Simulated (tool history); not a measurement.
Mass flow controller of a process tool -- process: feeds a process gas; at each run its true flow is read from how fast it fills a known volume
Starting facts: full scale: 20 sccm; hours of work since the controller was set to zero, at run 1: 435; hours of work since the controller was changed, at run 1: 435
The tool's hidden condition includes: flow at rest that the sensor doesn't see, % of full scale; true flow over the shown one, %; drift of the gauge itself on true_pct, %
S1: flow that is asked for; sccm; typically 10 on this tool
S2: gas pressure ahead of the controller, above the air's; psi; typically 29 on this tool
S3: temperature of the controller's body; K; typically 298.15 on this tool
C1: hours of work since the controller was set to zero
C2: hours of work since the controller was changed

Run 1, hour 0: usual settings; C1 435; C2 435. Result: true flow (%) 99.32.
Run 2, hour 44.3: usual settings but S3 294.15 K; C1 462; C2 462. Result: true flow (%) 99.78.
Run 3, hour 92.6: usual settings; C1 491; C2 491. Result: true flow (%) 99.26.
Run 4, hour 186.9: usual settings but S3 302.15 K; C1 548; C2 548. Result: true flow (%) 98.95.
Run 5, hour 255.2: usual settings but S2 21.9 psi, S3 302.15 K; C1 590; C2 590. Result: true flow (%) 99.08.
At hour 262: controller's zero set anew.
Run 6, hour 295.3: usual settings but S2 21.9 psi, S3 302.15 K; C1 20; C2 614. Result: true flow (%) 99.13.
Run 7, hour 357: usual settings but S3 304.15 K; C1 58; C2 651. Result: true flow (%) 98.89.
Run 8, hour 447.3: usual settings but S1 5 sccm, S2 32.3 psi; C1 112; C2 706. Result: true flow (%) 99.13.
At hour 456.2: controller's zero set anew, once more.
Run 9, hour 498.2: usual settings but S1 5 sccm, S2 37.7 psi, S3 297.15 K; C1 25; C2 736. Result: true flow (%) 98.75.
Run 10, hour 539.8: usual settings but S2 23.4 psi, S3 300.15 K; C1 51; C2 762. Result: true flow (%) 99.15.
Run 11, hour 587.4: usual settings but S2 23.4 psi, S3 300.15 K; C1 80; C2 791. Result: true flow (%) 99.1.
Run 12, hour 648.2: usual settings but S3 295.15 K; C1 117; C2 828. Result: true flow (%) 99.41.
Run 13, hour 724.9: usual settings but S3 295.15 K; C1 163; C2 874. Result: true flow (%) 99.39.

What if the next run were any one of these 5? Each begins from the tool's condition after run 13:
Run A, hour 779.5: usual settings but S3 306.15 K; C1 196; C2 907. Result: true flow (%) ?.
Run B, hour 779.5: usual settings but S1 11 sccm, S2 21.9 psi, S3 296.15 K; C1 196; C2 907. Result: true flow (%) ?.
Run C, hour 779.5: usual settings but S3 295.15 K; C1 196; C2 907. Result: true flow (%) ?.
Run D, hour 779.5: usual settings but S1 19 sccm, S2 24.8 psi, S3 295.15 K; C1 196; C2 907. Result: true flow (%) ?.
Run E, hour 779.5: usual settings but S1 11 sccm, S2 26.8 psi; C1 196; C2 907. Result: true flow (%) ?.

run  true flow (%)
  A           98.3
  B          99.48
  C          99.39
  D         100.01
  E          99.16
Without the tool's unlogged condition, the same runs would have read:
run  true flow (%)
  A          98.56
  B          99.74
  C          99.64
  D          100.3
  E          99.43
